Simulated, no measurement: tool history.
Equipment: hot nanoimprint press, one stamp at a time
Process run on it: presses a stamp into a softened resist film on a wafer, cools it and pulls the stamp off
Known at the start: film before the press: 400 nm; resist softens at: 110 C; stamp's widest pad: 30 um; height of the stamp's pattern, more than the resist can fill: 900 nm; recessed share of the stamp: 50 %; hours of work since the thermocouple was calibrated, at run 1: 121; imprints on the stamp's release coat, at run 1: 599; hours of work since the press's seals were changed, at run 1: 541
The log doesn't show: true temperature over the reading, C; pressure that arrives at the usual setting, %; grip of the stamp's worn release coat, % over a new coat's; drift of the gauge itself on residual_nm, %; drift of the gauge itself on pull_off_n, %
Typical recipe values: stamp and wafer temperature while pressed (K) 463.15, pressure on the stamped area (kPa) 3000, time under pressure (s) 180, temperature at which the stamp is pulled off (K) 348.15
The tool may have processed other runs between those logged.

run     day  stamp and wafer temperature while pressed (K)  pressure on the stamped area (kPa)  time under pressure (s)  temperature at which the stamp is pulled off (K)  hours of work since the thermocouple was calibrated  imprints on the stamp's release coat  hours of work since the press's seals were changed  resist left under the stamp's widest pad (Å)  greatest force while the stamp is pulled off (N)
  1       0                                         463.15                                3000                      180                                            348.15                                                  121                                   599                                                 541                                          2340                                              99.6
  2   0.367                                         463.15                                3000                      180                                            348.15                                                  128                                   635                                                 547                                          2323                                               102
  3   1.108                                         463.15                                3000                      180                                            335.15                                                  141                                   708                                                 560                                          2324                                             120.5
  4   1.433                                         463.15                                3000                      180                                            348.15                                                  146                                   740                                                 566                                          2322                                             103.6
  5   1.962                                         463.15                                3000                      180                                            348.15                                                  156                                   792                                                 575                                          2333                                             102.9
      2.312  -- stamp cleaned and given a new release coat
  6   2.858                                         463.15                                3000                      180                                            348.15                                                  167                                    54                                                 587                                          2326                                              93.3
  7   3.312                                         463.15                                3000                      180                                            348.15                                                  175                                    98                                                 595                                          2316                                              97.5
  8   3.775                                         463.15                                3000                      180                                            348.15                                                  183                                   144                                                 603                                          2320                                              95.4
  9   4.092                                         463.15                                3000                      180                                            348.15                                                  189                                   175                                                 608                                          2315                                              96.2
 10   4.496                                         457.15                                3000                      180                                            348.15                                                  196                                   214                                                 615                                          2723                                              97.3
 11   4.992                                         457.15                                3000                      180                                            348.15                                                  204                                   263                                                 624                                          2703                                              98.4
 12   5.712                                         463.15                                3000                      220                                            348.15                                                  217                                   333                                                 637                                          2187                                                98
 13   6.446                                         463.15                                3000                      220                                            348.15                                                  230                                   405                                                 649                                          2160                                              98.6
 14   6.979                                         463.15                                3000                      220                                            348.15                                                  239                                   457                                                 659                                          2170                                              99.4
 15    7.65                                         463.15                                3000                      220                                            348.15                                                  251                                   523                                                 671                                          2160                                             101.8
 16   8.317                                         463.15                                3000                      220                                            348.15                                                  263                                   588                                                 682                                          2171                                             100.2
 17   8.896                                         469.15                                4770                      180                                            348.15                                                  273                                   645                                                 692                                          1529                                             100.7
 18   9.212                                         469.15                                4770                      180                                            348.15                                                  278                                   676                                                 698                                          1531                                             101.1
 19   9.904                                         469.15                                4770                      180                                            348.15                                                  290                                   743                                                 710                                          1523                                             100.8
     10.771  -- stamp cleaned and given a new release coat
 20  10.854                                         472.15                                4590                      180                                            344.15                                                  303                                     8                                                 722                                          1423                                              96.7
 21  11.412                                         472.15                                4360                      180                                            342.15                                                  313                                    63                                                 732                                          1451                                             102.2
 22  11.971                                         472.15                                3640                      180                                            350.15                                                  322                                   117                                                 742                                          1595                                              92.3
 23  12.658                                         472.15                                3640                      180                                            350.15                                                  334                                   185                                                 754                                          1588                                              92.2
 24  13.425                                         472.15                                3640                      180                                            350.15                                                  348                                   259                                                 767                                          1582                                              93.2
 25  14.192                                         472.15                                3640                      180                                            350.15                                                  361                                   335                                                 781                                          1596                                              94.3
 26  14.683                                         472.15                                3640                      180                                            350.15                                                  370                                   383                                                 790                                          1584                                              95.1
 27  15.388                                         471.15                                3000                      180                                            338.15                                                  382                                   452                                                 802                                          1805                                             112.3
 28  16.033                                         458.15                                4030                      180                                            351.15                                                  394                                   515                                                 813                                          2297                                              95.9
 29  16.692                                         458.15                                4030                      180                                            351.15                                                  405                                   580                                                 825                                          2315                                              95.3

What differs in the tool's unlogged condition from the final listed run ahead of each entry between runs to the first listed run following it?
From run 5 to run 6: stamp cleaned and given a new release coat (day 2.312)
  true temperature over the reading, C: 0.8 -> 0.85; pressure that arrives at the usual setting, %: 96.36 -> 96.3; grip of the stamp's worn release coat, % over a new coat's: 8.8 -> 0.6
  measured less the result without the state, resist left under the stamp's widest pad (Å): -13 -> -15; greatest force while the stamp is pulled off (N): +7.3 -> -0.5
From run 19 to run 20: stamp cleaned and given a new release coat (day 10.771)
  true temperature over the reading, C: 1.4 -> 1.45; pressure that arrives at the usual setting, %: 95.61 -> 95.54; grip of the stamp's worn release coat, % over a new coat's: 8.3 -> 0.1
  measured less the result without the state, resist left under the stamp's widest pad (Å): -4 -> -6; greatest force while the stamp is pulled off (N): +6 -> -1.7
